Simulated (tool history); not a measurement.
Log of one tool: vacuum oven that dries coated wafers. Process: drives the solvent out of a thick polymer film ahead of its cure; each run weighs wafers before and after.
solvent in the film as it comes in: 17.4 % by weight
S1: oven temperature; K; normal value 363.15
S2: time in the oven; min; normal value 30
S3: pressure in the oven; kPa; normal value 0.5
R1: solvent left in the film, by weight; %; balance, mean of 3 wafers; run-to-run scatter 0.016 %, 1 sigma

run     day      S1  S2     S3    R1
  1       0  363.15  30    0.5  2.14
  2   0.296  363.15  30  0.929  2.32
  3   0.575  363.15  30  0.929  2.29
  4   1.038  363.15  30   0.38  2.04
  5   1.367  363.15  30    0.5  2.12
  6   1.725  363.15  30    0.5  2.09
      2.146  -- oven's thermocouples calibrated
  7   2.146  363.15  31    0.5  2.18
  8   2.521  376.15  30    0.5  0.74
  9   2.846  376.15  30    0.5  0.73
 10   3.129  376.15  30    0.5  0.74
 11   3.608  376.15  30    0.5  0.72
 12   4.079  376.15  30    0.5  0.75
 13   4.504  376.15  30    0.5  0.71
 14   4.854  376.15  30  0.902  0.87
 15   5.142  376.15  30  0.902  0.89
 16   5.483  376.15  30  0.902  0.88
 17   5.921  363.15  30    0.5  2.27
 18   6.233  363.15  30    0.5  2.32
 19    6.55  363.15  30    0.5  2.28
 20   7.054  363.15  30    0.5  2.29
 21   7.529  363.15  27    0.5  2.73
 22   7.796  363.15  34    0.5  1.84
 23   8.225  363.15  34    0.5  1.83
 24   8.725  363.15  34    0.5  1.85
 25   9.033  363.15  30  0.486  2.28
 26     9.3  363.15  30  0.486  2.29
 27   9.817  365.15  30  0.713   2.1
 28  10.029  365.15  30  0.713  2.08
 29  10.267  350.15  29  0.714  5.22
 30  10.508  355.15  36  1.314  3.48
 31  10.796  355.15  36  1.314  3.49
 32  11.067  360.15  16  1.189  6.16
 33  11.583  364.15  52  0.622  0.76
 34  11.912  364.15  52  0.622  0.74
 35  12.171  363.15  45  1.217   1.4
 36  12.454  361.15  18  1.512  5.43
 37  12.792  361.15  18  1.512  5.43
 38  13.092  364.15  42  1.459  1.55
 39  13.475  359.15  40  0.973  2.12
 40  13.962  357.15  17    0.5  6.21
 41  14.458  355.15  28  0.541  4.13
 42  14.842  355.15  28  0.541  4.18
 43  15.225  363.15  30  0.373  2.24
 44  15.712  350.15  30  0.678  5.05
 45  15.971  350.15  30  0.678  5.08
 46  16.225  355.15  16  0.678     7
 47  16.588  367.15  44  0.678  0.85
 48  17.071  369.15  32  1.524  1.67

Consider 3 possible next runs. They are alternatives, not a sequence: every one starts from the tool as it was left by run 48. What does each give?
  A  17.325  363.15  18    0.5   ?
  B  17.325  363.15  30  0.512   ?
  C  17.325  363.15  31  1.117   ?

run    R1
  A  4.61
  B  2.27
  C  2.44
The same runs, with their run-to-run variation unchanged, on a tool lacking any hidden condition would have given:
run    R1
  A  4.63
  B  2.28
  C  2.45
